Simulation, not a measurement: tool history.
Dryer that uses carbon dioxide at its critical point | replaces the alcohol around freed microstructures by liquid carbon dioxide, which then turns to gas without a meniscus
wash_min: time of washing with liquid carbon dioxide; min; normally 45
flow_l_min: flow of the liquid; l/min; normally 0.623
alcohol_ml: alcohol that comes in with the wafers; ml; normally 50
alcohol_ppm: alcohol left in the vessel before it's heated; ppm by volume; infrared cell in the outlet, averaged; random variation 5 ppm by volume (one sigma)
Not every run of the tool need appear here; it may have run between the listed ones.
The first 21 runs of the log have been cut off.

| run | hour | wash_min | flow_l_min | alcohol_ml | hours of work since the filter was changed | hours of work since the purifier's bed was changed | alcohol_ppm |
|---|---|---|---|---|---|---|---|
| 22 | 567.2 | 38 | 0.426 | 48 | 107 | 388 | 326 |
| 23 | 589.5 | 38 | 0.426 | 48 | 117 | 399 | 319 |
| 24 | 617.6 | 38 | 0.426 | 48 | 131 | 412 | 329 |
| 25 | 635.7 | 38 | 0.426 | 48 | 140 | 421 | 329 |
| 26 | 670.8 | 38 | 0.426 | 48 | 157 | 439 | 357 |
| 27 | 694.1 | 38 | 0.426 | 48 | 169 | 450 | 350 |
| 28 | 728.1 | 38 | 0.426 | 48 | 186 | 467 | 360 |
| 29 | 751.1 | 28 | 0.746 | 44 | 197 | 478 | 166 |
| 30 | 785.9 | 45 | 1.010 | 46 | 214 | 495 | 55 |

Forecast each of these 4 alternatives for the next run:
| A | 815.9 | 46 | 0.835 | 67 | 229 | 510 | ? |
| B | 815.9 | 40 | 1.010 | 22 | 229 | 510 | ? |
| C | 815.9 | 34 | 0.623 | 50 | 229 | 510 | ? |
| D | 815.9 | 45 | 0.623 | 49 | 229 | 510 | ? |

| run | alcohol_ppm |
|---|---|
| A | 62 |
| B | 56 |
| C | 178 |
| D | 77 |
What these runs would have given with no unlogged condition in the tool:
| run | alcohol_ppm |
|---|---|
| A | 11 |
| B | 5 |
| C | 86 |
| D | 17 |
